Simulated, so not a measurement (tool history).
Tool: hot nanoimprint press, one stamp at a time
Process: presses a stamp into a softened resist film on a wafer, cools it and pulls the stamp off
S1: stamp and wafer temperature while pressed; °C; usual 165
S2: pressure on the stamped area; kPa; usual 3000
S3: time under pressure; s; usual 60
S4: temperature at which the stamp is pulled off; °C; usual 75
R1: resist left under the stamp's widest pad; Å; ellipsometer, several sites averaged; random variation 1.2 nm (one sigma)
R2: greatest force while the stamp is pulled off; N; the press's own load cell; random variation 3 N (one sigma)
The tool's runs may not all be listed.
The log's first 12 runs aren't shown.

run   hour   S1    S2   S3  S4    R1   R2
 13   85.7  165  3000   60  75  1832  150
 14   91.9  165  3000   60  75  1834  139
 15   97.5  165  3000   60  75  1824  145
 16    105  155  3000   92  75  2447  148
 17  110.2  156  2380   32  72  3032  155
 18  115.8  165  2890  109  75  1479  142
 19    124  165  2110   60  75  2065  145
     127.8  -- plate thermocouple calibrated
 20  137.2  165  2110   60  75  2049  140
 21  145.5  175  3000   73  74  1046  146
 22  152.4  175  3000   73  74  1044  152
 23  159.2  175  3000   73  74  1051  146

The next listed run, before its measurement:
 24  166.7  175  3000  73  74   ?   ?

R1: 1059 Å
R2: 145 N
Without the tool's hidden state the same run would have given R1 1058 Å, R2 144 N.
